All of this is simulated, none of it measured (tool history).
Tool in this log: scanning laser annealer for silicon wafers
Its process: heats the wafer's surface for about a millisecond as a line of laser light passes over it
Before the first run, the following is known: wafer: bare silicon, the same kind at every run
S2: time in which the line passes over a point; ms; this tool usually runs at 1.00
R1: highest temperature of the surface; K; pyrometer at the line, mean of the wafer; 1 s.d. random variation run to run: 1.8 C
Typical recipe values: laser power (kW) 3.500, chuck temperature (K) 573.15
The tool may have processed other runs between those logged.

Run 1, hour 0.0: usual settings. Result: R1 1314.15 K.
Run 2, hour 16.5: usual settings. Result: R1 1315.15 K.
Run 3, hour 28.0: usual settings. Result: R1 1314.15 K.
Run 4, hour 45.6: usual settings. Result: R1 1314.15 K.
Run 5, hour 62.9: usual settings but chuck temperature (K) 555.15. Result: R1 1297.15 K.
Run 6, hour 70.3: usual settings. Result: R1 1312.15 K.
Run 7, hour 78.3: usual settings but S2 0.86 ms. Result: R1 1261.15 K.
Run 8, hour 88.4: usual settings but laser power (kW) 3.612, S2 0.86 ms. Result: R1 1288.15 K.
Run 9, hour 96.5: usual settings but laser power (kW) 3.612, S2 0.86 ms. Result: R1 1287.15 K.
Run 10, hour 107.3: usual settings. Result: R1 1317.15 K.
Run 11, hour 117.9: usual settings. Result: R1 1317.15 K.
Run 12, hour 131.5: usual settings. Result: R1 1318.15 K.
Run 13, hour 141.5: usual settings but S2 0.74 ms, chuck temperature (K) 567.15. Result: R1 1208.15 K.
Run 14, hour 150.4: usual settings but laser power (kW) 3.793, S2 1.14 ms. Result: R1 1444.15 K.

Run 15 is up next; what results do you expect?
Run 15, hour 168.2: usual settings but laser power (kW) 3.125, S2 0.98 ms. Result: R1 ?.

{"run 15": {"R1": 1214.15}}
If the tool had no hidden condition, the same run with the same run-to-run variation would have returned R1 1214.15 K.
